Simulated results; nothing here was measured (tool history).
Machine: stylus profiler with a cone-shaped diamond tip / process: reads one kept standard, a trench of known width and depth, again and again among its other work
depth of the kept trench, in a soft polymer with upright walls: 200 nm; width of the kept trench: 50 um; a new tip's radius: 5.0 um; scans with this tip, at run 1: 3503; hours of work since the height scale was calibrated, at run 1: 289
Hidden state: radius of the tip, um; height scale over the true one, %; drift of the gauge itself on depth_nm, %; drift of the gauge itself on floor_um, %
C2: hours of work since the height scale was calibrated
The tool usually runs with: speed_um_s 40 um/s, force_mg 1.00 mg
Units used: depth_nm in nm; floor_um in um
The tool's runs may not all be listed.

{"run": 1, "hour": 0.0, "speed_um_s": 40, "force_mg": 1.0, "scans with this tip": 3503, "C2": 289, "depth_nm": 200.89, "floor_um": 46.97}
{"run": 2, "hour": 7.7, "speed_um_s": 40, "force_mg": 1.0, "scans with this tip": 3548, "C2": 292, "depth_nm": 200.93, "floor_um": 46.97}
{"run": 3, "hour": 18.1, "speed_um_s": 40, "force_mg": 1.44, "scans with this tip": 3608, "C2": 297, "depth_nm": 201.17, "floor_um": 46.95}
{"run": 4, "hour": 26.0, "speed_um_s": 12, "force_mg": 1.0, "scans with this tip": 3654, "C2": 301, "depth_nm": 200.9, "floor_um": 47.1}
{"run": 5, "hour": 42.4, "speed_um_s": 12, "force_mg": 2.07, "scans with this tip": 3750, "C2": 309, "depth_nm": 201.51, "floor_um": 47.15}
{"run": 6, "hour": 57.5, "speed_um_s": 12, "force_mg": 2.07, "scans with this tip": 3837, "C2": 316, "depth_nm": 201.48, "floor_um": 47.2}
{"run": 7, "hour": 69.2, "speed_um_s": 40, "force_mg": 1.0, "scans with this tip": 3906, "C2": 322, "depth_nm": 201.0, "floor_um": 46.95}
{"run": 8, "hour": 78.3, "speed_um_s": 40, "force_mg": 1.0, "scans with this tip": 3959, "C2": 326, "depth_nm": 201.09, "floor_um": 46.98}
{"run": 9, "hour": 85.3, "speed_um_s": 40, "force_mg": 2.07, "scans with this tip": 3999, "C2": 330, "depth_nm": 201.46, "floor_um": 47.04}
{"run": 10, "hour": 98.4, "speed_um_s": 40, "force_mg": 2.07, "scans with this tip": 4076, "C2": 336, "depth_nm": 201.58, "floor_um": 46.97}
{"run": 11, "hour": 115.2, "speed_um_s": 40, "force_mg": 0.52, "scans with this tip": 4173, "C2": 344, "depth_nm": 200.56, "floor_um": 46.86}
{"run": 12, "hour": 130.4, "speed_um_s": 40, "force_mg": 1.0, "scans with this tip": 4262, "C2": 351, "depth_nm": 200.98, "floor_um": 46.93}
{"run": 13, "hour": 140.2, "speed_um_s": 40, "force_mg": 1.0, "scans with this tip": 4319, "C2": 356, "depth_nm": 200.88, "floor_um": 46.94}
{"run": 14, "hour": 148.7, "speed_um_s": 40, "force_mg": 1.0, "scans with this tip": 4368, "C2": 360, "depth_nm": 200.98, "floor_um": 46.93}
{"run": 15, "hour": 159.9, "speed_um_s": 40, "force_mg": 1.0, "scans with this tip": 4433, "C2": 365, "depth_nm": 200.9, "floor_um": 46.93}
{"run": 16, "hour": 169.8, "speed_um_s": 26, "force_mg": 1.0, "scans with this tip": 4491, "C2": 370, "depth_nm": 200.95, "floor_um": 47.01}
{"run": 17, "hour": 177.8, "speed_um_s": 26, "force_mg": 1.0, "scans with this tip": 4538, "C2": 374, "depth_nm": 200.85, "floor_um": 47.04}
{"run": 18, "hour": 191.8, "speed_um_s": 113, "force_mg": 1.0, "scans with this tip": 4619, "C2": 381, "depth_nm": 200.92, "floor_um": 46.5}
{"run": 19, "hour": 208.2, "speed_um_s": 40, "force_mg": 2.54, "scans with this tip": 4715, "C2": 389, "depth_nm": 201.67, "floor_um": 47.06}
{"run": 20, "hour": 220.9, "speed_um_s": 40, "force_mg": 1.0, "scans with this tip": 4788, "C2": 395, "depth_nm": 200.84, "floor_um": 46.91}
{"run": 21, "hour": 234.7, "speed_um_s": 40, "force_mg": 1.61, "scans with this tip": 4869, "C2": 401, "depth_nm": 201.22, "floor_um": 47.03}
{"run": 22, "hour": 248.8, "speed_um_s": 40, "force_mg": 1.61, "scans with this tip": 4951, "C2": 408, "depth_nm": 201.25, "floor_um": 47.01}
{"run": 23, "hour": 261.2, "speed_um_s": 40, "force_mg": 1.61, "scans with this tip": 5023, "C2": 414, "depth_nm": 201.3, "floor_um": 46.94}
{"run": 24, "hour": 274.5, "speed_um_s": 40, "force_mg": 1.61, "scans with this tip": 5101, "C2": 420, "depth_nm": 201.34, "floor_um": 46.94}
{"run": 25, "hour": 288.0, "speed_um_s": 120, "force_mg": 0.96, "scans with this tip": 5179, "C2": 427, "depth_nm": 200.85, "floor_um": 46.43}
{"run": 26, "hour": 297.9, "speed_um_s": 120, "force_mg": 0.96, "scans with this tip": 5237, "C2": 432, "depth_nm": 200.95, "floor_um": 46.44}
{"run": 27, "hour": 313.2, "speed_um_s": 120, "force_mg": 0.96, "scans with this tip": 5326, "C2": 439, "depth_nm": 200.9, "floor_um": 46.37}
{"run": 28, "hour": 322.2, "speed_um_s": 40, "force_mg": 0.7, "scans with this tip": 5378, "C2": 443, "depth_nm": 200.75, "floor_um": 46.94}
{"run": 29, "hour": 333.3, "speed_um_s": 40, "force_mg": 0.7, "scans with this tip": 5443, "C2": 449, "depth_nm": 200.66, "floor_um": 46.91}
{"run": 30, "hour": 348.3, "speed_um_s": 40, "force_mg": 0.7, "scans with this tip": 5530, "C2": 456, "depth_nm": 200.75, "floor_um": 46.84}
{"run": 31, "hour": 363.1, "speed_um_s": 109, "force_mg": 1.53, "scans with this tip": 5616, "C2": 463, "depth_nm": 201.16, "floor_um": 46.64}
{"run": 32, "hour": 379.0, "speed_um_s": 109, "force_mg": 1.53, "scans with this tip": 5708, "C2": 471, "depth_nm": 201.22, "floor_um": 46.62}
{"run": 33, "hour": 388.6, "speed_um_s": 37, "force_mg": 1.18, "scans with this tip": 5765, "C2": 475, "depth_nm": 200.97, "floor_um": 46.98}
{"run": 34, "hour": 398.0, "speed_um_s": 37, "force_mg": 1.18, "scans with this tip": 5819, "C2": 480, "depth_nm": 201.02, "floor_um": 46.94}
{"run": 35, "hour": 409.4, "speed_um_s": 41, "force_mg": 0.5, "scans with this tip": 5886, "C2": 485, "depth_nm": 200.58, "floor_um": 46.82}
{"run": 36, "hour": 420.2, "speed_um_s": 41, "force_mg": 0.5, "scans with this tip": 5949, "C2": 490, "depth_nm": 200.55, "floor_um": 46.82}
{"run": 37, "hour": 430.7, "speed_um_s": 41, "force_mg": 0.5, "scans with this tip": 6009, "C2": 495, "depth_nm": 200.52, "floor_um": 46.84}
{"run": 38, "hour": 445.4, "speed_um_s": 41, "force_mg": 0.5, "scans with this tip": 6095, "C2": 502, "depth_nm": 200.62, "floor_um": 46.83}
{"run": 39, "hour": 453.1, "speed_um_s": 41, "force_mg": 0.5, "scans with this tip": 6140, "C2": 506, "depth_nm": 200.58, "floor_um": 46.88}
{"run": 40, "hour": 469.8, "speed_um_s": 69, "force_mg": 2.91, "scans with this tip": 6237, "C2": 514, "depth_nm": 201.96, "floor_um": 46.93}
{"run": 41, "hour": 480.2, "speed_um_s": 69, "force_mg": 2.91, "scans with this tip": 6298, "C2": 519, "depth_nm": 201.89, "floor_um": 46.98}
{"run": 42, "hour": 487.4, "speed_um_s": 62, "force_mg": 2.8, "scans with this tip": 6339, "C2": 523, "depth_nm": 201.84, "floor_um": 47.01}
{"run": 43, "hour": 498.1, "speed_um_s": 12, "force_mg": 0.42, "scans with this tip": 6402, "C2": 528, "depth_nm": 200.42, "floor_um": 47.06}
{"run": 44, "hour": 514.3, "speed_um_s": 12, "force_mg": 0.42, "scans with this tip": 6496, "C2": 535, "depth_nm": 200.54, "floor_um": 47.06}
{"run": 45, "hour": 521.2, "speed_um_s": 40, "force_mg": 1.36, "scans with this tip": 6536, "C2": 539, "depth_nm": 201.08, "floor_um": 46.97}
{"run": 46, "hour": 531.7, "speed_um_s": 122, "force_mg": 1.17, "scans with this tip": 6597, "C2": 544, "depth_nm": 201.1, "floor_um": 46.47}

Forecast each of these 3 alternatives for the next run:
{"run": "A", "hour": 546.5, "speed_um_s": 13, "force_mg": 1.56, "scans with this tip": 6683, "C2": 551, "depth_nm": "?", "floor_um": "?"}
{"run": "B", "hour": 546.5, "speed_um_s": 11, "force_mg": 0.58, "scans with this tip": 6683, "C2": 551, "depth_nm": "?", "floor_um": "?"}
{"run": "C", "hour": 546.5, "speed_um_s": 108, "force_mg": 0.34, "scans with this tip": 6683, "C2": 551, "depth_nm": "?", "floor_um": "?"}

run=A depth_nm=201.20 floor_um=47.12
run=B depth_nm=200.71 floor_um=47.14
run=C depth_nm=200.43 floor_um=46.01
Take away the tool's hidden state, keep each run's random variation, and the runs would have read:
run=A depth_nm=201.20 floor_um=47.13
run=B depth_nm=200.72 floor_um=47.15
run=C depth_nm=200.44 floor_um=46.02
